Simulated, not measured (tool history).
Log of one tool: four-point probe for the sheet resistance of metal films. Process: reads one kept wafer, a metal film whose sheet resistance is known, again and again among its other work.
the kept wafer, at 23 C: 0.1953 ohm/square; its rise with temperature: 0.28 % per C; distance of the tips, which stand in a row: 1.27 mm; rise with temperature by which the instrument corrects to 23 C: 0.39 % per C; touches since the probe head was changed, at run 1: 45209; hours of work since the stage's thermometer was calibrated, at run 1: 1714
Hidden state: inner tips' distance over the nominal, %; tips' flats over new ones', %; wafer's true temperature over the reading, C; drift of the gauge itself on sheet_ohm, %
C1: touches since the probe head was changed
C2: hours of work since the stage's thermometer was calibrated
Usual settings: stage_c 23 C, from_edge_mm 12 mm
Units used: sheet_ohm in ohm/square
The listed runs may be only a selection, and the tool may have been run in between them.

{"run": 1, "day": 0.0, "stage_c": 23, "from_edge_mm": 12, "C1": 45209, "C2": 1714, "sheet_ohm": 0.196877}
{"run": 2, "day": 1.504, "stage_c": 23, "from_edge_mm": 18, "C1": 46389, "C2": 1735, "sheet_ohm": 0.196257}
{"run": 3, "day": 3.246, "stage_c": 23, "from_edge_mm": 34, "C1": 47758, "C2": 1760, "sheet_ohm": 0.195932}
{"run": 4, "day": 5.304, "stage_c": 23, "from_edge_mm": 34, "C1": 49375, "C2": 1789, "sheet_ohm": 0.195908}
{"run": 5, "day": 6.912, "stage_c": 23, "from_edge_mm": 12, "C1": 50639, "C2": 1812, "sheet_ohm": 0.196979}
{"run": 6, "day": 9.071, "stage_c": 23, "from_edge_mm": 12, "C1": 52332, "C2": 1842, "sheet_ohm": 0.196973}
{"run": 7, "day": 10.325, "stage_c": 23, "from_edge_mm": 12, "C1": 53318, "C2": 1860, "sheet_ohm": 0.196937}
{"run": 8, "day": 11.917, "stage_c": 23, "from_edge_mm": 41, "C1": 54569, "C2": 1882, "sheet_ohm": 0.195866}
{"run": 9, "day": 13.85, "stage_c": 27, "from_edge_mm": 4, "C1": 56087, "C2": 1910, "sheet_ohm": 0.204988}
{"run": 10, "day": 15.521, "stage_c": 27, "from_edge_mm": 4, "C1": 57397, "C2": 1933, "sheet_ohm": 0.205033}
{"run": 11, "day": 17.579, "stage_c": 18, "from_edge_mm": 20, "C1": 59015, "C2": 1962, "sheet_ohm": 0.197289}
{"day": 17.696, "done": "stage's thermometer calibrated"}
{"run": 12, "day": 19.204, "stage_c": 26, "from_edge_mm": 7, "C1": 60275, "C2": 21, "sheet_ohm": 0.198632}
{"run": 13, "day": 20.246, "stage_c": 18, "from_edge_mm": 28, "C1": 61093, "C2": 36, "sheet_ohm": 0.197087}
{"run": 14, "day": 22.225, "stage_c": 23, "from_edge_mm": 9, "C1": 62646, "C2": 64, "sheet_ohm": 0.197967}
{"day": 22.529, "done": "stage's thermometer calibrated, once more"}
{"run": 15, "day": 23.708, "stage_c": 31, "from_edge_mm": 21, "C1": 63795, "C2": 17, "sheet_ohm": 0.194914}
{"run": 16, "day": 25.121, "stage_c": 31, "from_edge_mm": 21, "C1": 64905, "C2": 37, "sheet_ohm": 0.194903}

3 options for the next run, each taken on its own from the tool as it stands now. Forecast them:
{"run": "A", "day": 26.688, "stage_c": 22, "from_edge_mm": 3, "C1": 66136, "C2": 59, "sheet_ohm": "?"}
{"run": "B", "day": 26.688, "stage_c": 27, "from_edge_mm": 6, "C1": 66136, "C2": 59, "sheet_ohm": "?"}
{"run": "C", "day": 26.688, "stage_c": 25, "from_edge_mm": 60, "C1": 66136, "C2": 59, "sheet_ohm": "?"}

run=A sheet_ohm=0.213493
run=B sheet_ohm=0.199956
run=C sheet_ohm=0.195836
With the hidden condition removed and each run's random variation left untouched, the same runs would have given:
run=A sheet_ohm=0.212574
run=B sheet_ohm=0.199091
run=C sheet_ohm=0.194987
